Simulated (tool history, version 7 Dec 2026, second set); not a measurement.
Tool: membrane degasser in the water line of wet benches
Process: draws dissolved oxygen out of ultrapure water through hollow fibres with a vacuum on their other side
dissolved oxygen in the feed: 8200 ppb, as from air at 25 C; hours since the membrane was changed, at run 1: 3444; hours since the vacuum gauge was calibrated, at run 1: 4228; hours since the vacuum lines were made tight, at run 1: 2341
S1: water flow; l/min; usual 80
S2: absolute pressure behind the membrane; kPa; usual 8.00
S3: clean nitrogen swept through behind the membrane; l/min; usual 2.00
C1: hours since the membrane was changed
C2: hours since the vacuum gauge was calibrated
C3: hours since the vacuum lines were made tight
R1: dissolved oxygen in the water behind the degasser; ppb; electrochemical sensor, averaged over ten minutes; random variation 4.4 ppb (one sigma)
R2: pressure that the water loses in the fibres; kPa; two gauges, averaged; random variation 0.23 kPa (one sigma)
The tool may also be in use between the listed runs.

Run 1, hour 0.0: usual settings; C1 3444; C2 4228; C3 2341. Result: R1 446.1 ppb, R2 62.30 kPa.
At hour 42.3: vacuum gauge calibrated.
Run 2, hour 95.8: usual settings but S1 111 l/min; C1 3540; C2 53; C3 2436. Result: R1 610.8 ppb, R2 85.86 kPa.
Run 3, hour 189.9: usual settings but S2 17.51 kPa; C1 3634; C2 148; C3 2531. Result: R1 1090.1 ppb, R2 61.93 kPa.
Run 4, hour 295.9: usual settings but S2 17.51 kPa; C1 3740; C2 254; C3 2637. Result: R1 1098.9 ppb, R2 62.12 kPa.
Run 5, hour 395.0: usual settings but S2 17.51 kPa; C1 3839; C2 353; C3 2736. Result: R1 1080.0 ppb, R2 62.32 kPa.
Run 6, hour 473.0: usual settings but S2 17.51 kPa; C1 3917; C2 431; C3 2814. Result: R1 1123.0 ppb, R2 62.56 kPa.
Run 7, hour 571.3: usual settings but S2 17.51 kPa; C1 4015; C2 529; C3 2912. Result: R1 1098.5 ppb, R2 62.25 kPa.
Run 8, hour 687.3: usual settings; C1 4131; C2 645; C3 3028. Result: R1 448.4 ppb, R2 62.21 kPa.
Run 9, hour 763.2: usual settings but S1 121 l/min; C1 4207; C2 721; C3 3104. Result: R1 670.9 ppb, R2 94.38 kPa.
Run 10, hour 903.6: usual settings but S2 5.01 kPa; C1 4347; C2 861; C3 3244. Result: R1 227.2 ppb, R2 62.52 kPa.
Run 11, hour 1049.0: usual settings but S1 101 l/min, S2 5.01 kPa; C1 4493; C2 1007; C3 3390. Result: R1 298.9 ppb, R2 78.74 kPa.
Run 12, hour 1147.3: usual settings but S1 101 l/min, S2 5.01 kPa; C1 4591; C2 1105; C3 3488. Result: R1 300.4 ppb, R2 79.18 kPa.
Run 13, hour 1222.7: usual settings; C1 4666; C2 1180; C3 3563. Result: R1 457.4 ppb, R2 62.74 kPa.
Run 14, hour 1363.2: usual settings; C1 4807; C2 1321; C3 3704. Result: R1 455.1 ppb, R2 62.50 kPa.
Run 15, hour 1435.9: usual settings; C1 4880; C2 1394; C3 3777. Result: R1 449.0 ppb, R2 62.98 kPa.
Run 16, hour 1590.3: usual settings but S3 2.85 l/min; C1 5034; C2 1548; C3 3931. Result: R1 363.4 ppb, R2 62.81 kPa.
Run 17, hour 1661.6: usual settings but S1 123 l/min, S2 6.00 kPa, S3 3.03 l/min; C1 5105; C2 1619; C3 4002. Result: R1 403.6 ppb, R2 96.68 kPa.
Run 18, hour 1749.0: usual settings but S1 100 l/min, S2 14.89 kPa, S3 3.03 l/min; C1 5193; C2 1707; C3 4090. Result: R1 855.6 ppb, R2 78.28 kPa.
Run 19, hour 1857.7: usual settings but S1 50 l/min, S2 5.32 kPa, S3 2.29 l/min; C1 5301; C2 1815; C3 4198. Result: R1 135.4 ppb, R2 39.29 kPa.
Run 20, hour 1949.6: usual settings but S1 50 l/min, S2 5.32 kPa, S3 2.29 l/min; C1 5393; C2 1907; C3 4290. Result: R1 133.4 ppb, R2 39.75 kPa.
Run 21, hour 2056.6: usual settings but S1 50 l/min, S2 5.32 kPa, S3 2.89 l/min; C1 5500; C2 2014; C3 4397. Result: R1 114.5 ppb, R2 39.70 kPa.
Run 22, hour 2209.3: usual settings but S1 50 l/min, S2 5.32 kPa, S3 2.89 l/min; C1 5653; C2 2167; C3 4550. Result: R1 117.1 ppb, R2 39.75 kPa.
Run 23, hour 2309.8: usual settings but S1 50 l/min, S2 5.32 kPa, S3 2.89 l/min; C1 5754; C2 2268; C3 4650. Result: R1 115.5 ppb, R2 39.38 kPa.
Run 24, hour 2421.1: usual settings but S1 75 l/min, S2 10.85 kPa, S3 4.49 l/min; C1 5865; C2 2379; C3 4762. Result: R1 355.6 ppb, R2 59.14 kPa.
Run 25, hour 2530.4: usual settings but S1 62 l/min; C1 5974; C2 2488; C3 4871. Result: R1 359.1 ppb, R2 48.79 kPa.
Run 26, hour 2640.5: usual settings but S1 62 l/min, S3 0.91 l/min; C1 6084; C2 2598; C3 4981. Result: R1 597.5 ppb, R2 49.01 kPa.
Run 27, hour 2770.6: usual settings but S1 113 l/min, S2 8.82 kPa, S3 1.56 l/min; C1 6214; C2 2728; C3 5111. Result: R1 814.6 ppb, R2 89.61 kPa.
Run 28, hour 2886.7: usual settings but S1 113 l/min, S2 8.82 kPa, S3 1.56 l/min; C1 6331; C2 2844; C3 5227. Result: R1 819.7 ppb, R2 89.66 kPa.
Run 29, hour 2968.9: usual settings but S1 113 l/min, S2 8.82 kPa, S3 1.56 l/min; C1 6413; C2 2927; C3 5310. Result: R1 829.9 ppb, R2 89.62 kPa.
Run 30, hour 3041.0: usual settings but S1 78 l/min, S2 5.19 kPa, S3 2.93 l/min; C1 6485; C2 2999; C3 5382. Result: R1 201.9 ppb, R2 62.26 kPa.
Run 31, hour 3190.7: usual settings but S1 78 l/min, S2 5.19 kPa, S3 2.93 l/min; C1 6635; C2 3148; C3 5531. Result: R1 201.2 ppb, R2 61.85 kPa.
Run 32, hour 3322.1: usual settings but S1 78 l/min, S2 5.19 kPa, S3 1.96 l/min; C1 6766; C2 3280; C3 5663. Result: R1 250.1 ppb, R2 61.98 kPa.

Some steps in R1 between neighbouring runs. How much of each would the tool show without its hidden state too (settings, what came in, random variation), and how much is left for the hidden state, with any gauge scatter that isn't in both results?
The hidden state here: membrane still open, %; true pressure behind the membrane over the reading, kPa; air that leaks in behind the membrane, l/min; drift of the gauge itself on oxygen_ppb, %; drift of the gauge itself on loss_of_pressure_kpa, %.
Run 7 -> 8: S2 17.51 -> 8.00. R1 -650.1 ppb: hidden state +2.3, all else -652.4.
Run 16 -> 17: S1 80 -> 123, S2 8.00 -> 6.00, S3 2.85 -> 3.03. R1 +40.2 ppb: hidden state +14.1, all else +26.1.
Run 18 -> 19: S1 100 -> 50, S2 14.89 -> 5.32, S3 3.03 -> 2.29. R1 -720.2 ppb: hidden state -13.0, all else -707.2.
Run 26 -> 27: S1 62 -> 113, S2 8.00 -> 8.82, S3 0.91 -> 1.56. R1 +217.1 ppb: hidden state +17.8, all else +199.3.
Run 29 -> 30: S1 113 -> 78, S2 8.82 -> 5.19, S3 1.56 -> 2.93. R1 -628.0 ppb: hidden state -14.3, all else -613.7.

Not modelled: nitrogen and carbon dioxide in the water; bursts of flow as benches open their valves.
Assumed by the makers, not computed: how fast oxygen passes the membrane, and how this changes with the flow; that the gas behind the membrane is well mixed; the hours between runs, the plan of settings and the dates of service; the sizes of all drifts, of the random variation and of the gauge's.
